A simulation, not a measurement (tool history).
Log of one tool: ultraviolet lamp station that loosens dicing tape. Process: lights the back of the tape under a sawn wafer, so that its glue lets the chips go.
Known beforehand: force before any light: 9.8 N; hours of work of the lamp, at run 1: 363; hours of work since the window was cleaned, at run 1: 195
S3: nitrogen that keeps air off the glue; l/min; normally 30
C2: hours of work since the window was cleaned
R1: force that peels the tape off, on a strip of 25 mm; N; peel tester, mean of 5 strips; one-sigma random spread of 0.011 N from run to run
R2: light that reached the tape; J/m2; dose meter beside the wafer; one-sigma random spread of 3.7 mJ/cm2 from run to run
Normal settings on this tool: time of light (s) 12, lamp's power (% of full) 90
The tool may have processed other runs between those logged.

run 1 day=0.000 | time_of_light_(s)=12 lamp's_power_(%_of_full)=90 S3=30 | hours_of_work_of_the_lamp=363 C2=195 | R1=0.471 R2=6160
run 2 day=1.308 | time_of_light_(s)=12 lamp's_power_(%_of_full)=90 S3=10 | hours_of_work_of_the_lamp=380 C2=212 | R1=1.024 R2=6160
run 3 day=3.212 | time_of_light_(s)=12 lamp's_power_(%_of_full)=90 S3=41 | hours_of_work_of_the_lamp=406 C2=238 | R1=0.397 R2=6220
run 4 day=4.821 | time_of_light_(s)=12 lamp's_power_(%_of_full)=90 S3=12 | hours_of_work_of_the_lamp=427 C2=259 | R1=0.891 R2=6180
run 5 day=5.979 | time_of_light_(s)=12 lamp's_power_(%_of_full)=90 S3=30 | hours_of_work_of_the_lamp=443 C2=275 | R1=0.486 R2=6190
-- day=6.708 window cleaned of glue's vapour
run 6 day=7.317 | time_of_light_(s)=12 lamp's_power_(%_of_full)=90 S3=30 | hours_of_work_of_the_lamp=460 C2=8 | R1=0.474 R2=6190
run 7 day=9.079 | time_of_light_(s)=12 lamp's_power_(%_of_full)=90 S3=30 | hours_of_work_of_the_lamp=484 C2=32 | R1=0.490 R2=6160
run 8 day=11.054 | time_of_light_(s)=12 lamp's_power_(%_of_full)=90 S3=30 | hours_of_work_of_the_lamp=510 C2=58 | R1=0.470 R2=6200
run 9 day=12.308 | time_of_light_(s)=12 lamp's_power_(%_of_full)=90 S3=30 | hours_of_work_of_the_lamp=527 C2=75 | R1=0.469 R2=6230
run 10 day=14.092 | time_of_light_(s)=12 lamp's_power_(%_of_full)=90 S3=23 | hours_of_work_of_the_lamp=551 C2=99 | R1=0.578 R2=6150
run 11 day=15.317 | time_of_light_(s)=12 lamp's_power_(%_of_full)=90 S3=23 | hours_of_work_of_the_lamp=567 C2=115 | R1=0.559 R2=6140
run 12 day=16.533 | time_of_light_(s)=12 lamp's_power_(%_of_full)=89 S3=23 | hours_of_work_of_the_lamp=583 C2=131 | R1=0.586 R2=6160
run 13 day=17.929 | time_of_light_(s)=12 lamp's_power_(%_of_full)=89 S3=23 | hours_of_work_of_the_lamp=602 C2=150 | R1=0.581 R2=6070
run 14 day=19.879 | time_of_light_(s)=12 lamp's_power_(%_of_full)=90 S3=11 | hours_of_work_of_the_lamp=628 C2=176 | R1=0.964 R2=6240
run 15 day=20.996 | time_of_light_(s)=12 lamp's_power_(%_of_full)=90 S3=11 | hours_of_work_of_the_lamp=643 C2=191 | R1=0.984 R2=6150
run 16 day=22.404 | time_of_light_(s)=20 lamp's_power_(%_of_full)=71 S3=30 | hours_of_work_of_the_lamp=662 C2=210 | R1=0.308 R2=8100
run 17 day=24.350 | time_of_light_(s)=20 lamp's_power_(%_of_full)=71 S3=30 | hours_of_work_of_the_lamp=688 C2=236 | R1=0.291 R2=8150
run 18 day=26.129 | time_of_light_(s)=20 lamp's_power_(%_of_full)=71 S3=30 | hours_of_work_of_the_lamp=712 C2=259 | R1=0.286 R2=8110
run 19 day=27.629 | time_of_light_(s)=8 lamp's_power_(%_of_full)=83 S3=30 | hours_of_work_of_the_lamp=732 C2=279 | R1=1.263 R2=3820
-- day=28.046 window cleaned of glue's vapour
run 20 day=29.521 | time_of_light_(s)=12 lamp's_power_(%_of_full)=90 S3=24 | hours_of_work_of_the_lamp=757 C2=20 | R1=0.572 R2=6240
run 21 day=31.204 | time_of_light_(s)=8 lamp's_power_(%_of_full)=72 S3=17 | hours_of_work_of_the_lamp=779 C2=42 | R1=2.198 R2=3280
run 22 day=32.788 | time_of_light_(s)=8 lamp's_power_(%_of_full)=71 S3=17 | hours_of_work_of_the_lamp=800 C2=63 | R1=2.229 R2=3280
run 23 day=33.625 | time_of_light_(s)=18 lamp's_power_(%_of_full)=84 S3=30 | hours_of_work_of_the_lamp=811 C2=75 | R1=0.274 R2=8680
run 24 day=35.512 | time_of_light_(s)=10 lamp's_power_(%_of_full)=92 S3=24 | hours_of_work_of_the_lamp=837 C2=100 | R1=0.763 R2=5270
run 25 day=36.429 | time_of_light_(s)=7 lamp's_power_(%_of_full)=85 S3=37 | hours_of_work_of_the_lamp=849 C2=112 | R1=1.400 R2=3400
run 26 day=38.179 | time_of_light_(s)=12 lamp's_power_(%_of_full)=63 S3=16 | hours_of_work_of_the_lamp=872 C2=135 | R1=1.438 R2=4310
run 27 day=39.883 | time_of_light_(s)=8 lamp's_power_(%_of_full)=62 S3=56 | hours_of_work_of_the_lamp=895 C2=158 | R1=1.597 R2=2850

5 options for the next run, each taken on its own from the tool as it stands now. Forecast them:
run A day=41.592 | time_of_light_(s)=8 lamp's_power_(%_of_full)=84 S3=53 | hours_of_work_of_the_lamp=918 C2=181 | R1=? R2=?
run B day=41.592 | time_of_light_(s)=16 lamp's_power_(%_of_full)=81 S3=29 | hours_of_work_of_the_lamp=918 C2=181 | R1=? R2=?
run C day=41.592 | time_of_light_(s)=21 lamp's_power_(%_of_full)=89 S3=45 | hours_of_work_of_the_lamp=918 C2=181 | R1=? R2=?
run D day=41.592 | time_of_light_(s)=6 lamp's_power_(%_of_full)=62 S3=56 | hours_of_work_of_the_lamp=918 C2=181 | R1=? R2=?
run E day=41.592 | time_of_light_(s)=12 lamp's_power_(%_of_full)=90 S3=19 | hours_of_work_of_the_lamp=918 C2=181 | R1=? R2=?

run=A R1=0.923 R2=3840
run=B R1=0.351 R2=7470
run=C R1=0.210 R2=10710
run=D R1=2.467 R2=2110
run=E R1=0.627 R2=6150
What these runs would have given with no unlogged condition in the tool:
run=A R1=0.917 R2=3850
run=B R1=0.350 R2=7490
run=C R1=0.210 R2=10740
run=D R1=2.458 R2=2120
run=E R1=0.623 R2=6170
